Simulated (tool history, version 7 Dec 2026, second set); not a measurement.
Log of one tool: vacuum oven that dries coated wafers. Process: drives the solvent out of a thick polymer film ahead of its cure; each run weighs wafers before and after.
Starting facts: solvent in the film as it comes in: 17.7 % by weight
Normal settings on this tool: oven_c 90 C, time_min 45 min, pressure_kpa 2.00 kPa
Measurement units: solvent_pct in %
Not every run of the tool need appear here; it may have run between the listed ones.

run,hour,oven_c,time_min,pressure_kpa,solvent_pct
1,0.0,90,45,2.00,2.97
2,13.0,76,45,2.00,6.04
3,37.9,76,45,2.00,6.03
4,59.6,75,45,2.00,6.34
5,73.7,75,45,2.00,6.25
6,94.4,75,61,2.00,5.06
7,112.0,75,61,2.00,5.03
8,126.5,75,61,2.00,4.98
9,149.7,90,45,2.00,3.05
10,163.9,90,45,2.00,3.04
11,193.9,90,45,2.00,2.97
12,208.3,90,45,2.00,2.98
13,221.4,90,45,2.29,3.13
14,248.4,90,45,2.29,3.17
15,266.9,90,45,2.29,3.17
16,286.1,90,45,2.29,3.15
17,311.5,90,45,2.29,3.13
18,339.2,90,45,2.29,3.20
19,353.8,90,45,2.29,3.22
20,381.2,90,45,2.29,3.19
21,409.1,100,31,2.00,2.52
22,436.9,100,31,2.00,2.64
23,458.8,81,66,5.30,6.41
24,474.5,97,53,4.04,2.72
25,501.4,97,30,7.69,6.04
26,518.3,88,25,5.47,7.79
27,543.9,90,62,2.00,2.20
28,565.3,90,62,2.00,2.18
29,582.3,90,62,2.00,2.13
30,608.2,90,62,2.00,2.14
31,620.9,105,28,1.11,1.96
32,648.9,77,78,3.63,5.46
33,674.2,77,78,3.63,5.48
34,694.0,77,78,3.63,5.47
35,708.4,77,45,3.63,7.35
36,734.1,77,45,3.63,7.17
37,754.3,90,45,2.48,3.18
38,783.5,101,42,1.53,1.43
39,801.8,90,26,3.09,5.72

Consider 4 possible next runs. They are alternatives, not a sequence: every one starts from the tool as it was left by run 39. What does each give?
A,815.6,90,25,4.93,?
B,815.6,90,26,1.61,?
C,815.6,90,45,1.61,?
D,815.6,94,34,3.54,?

run,solvent_pct
A,6.95
B,4.89
C,2.68
D,4.01
Had the tool no hidden state, the same runs would have come out as:
run,solvent_pct
A,7.70
B,5.50
C,3.14
D,4.60

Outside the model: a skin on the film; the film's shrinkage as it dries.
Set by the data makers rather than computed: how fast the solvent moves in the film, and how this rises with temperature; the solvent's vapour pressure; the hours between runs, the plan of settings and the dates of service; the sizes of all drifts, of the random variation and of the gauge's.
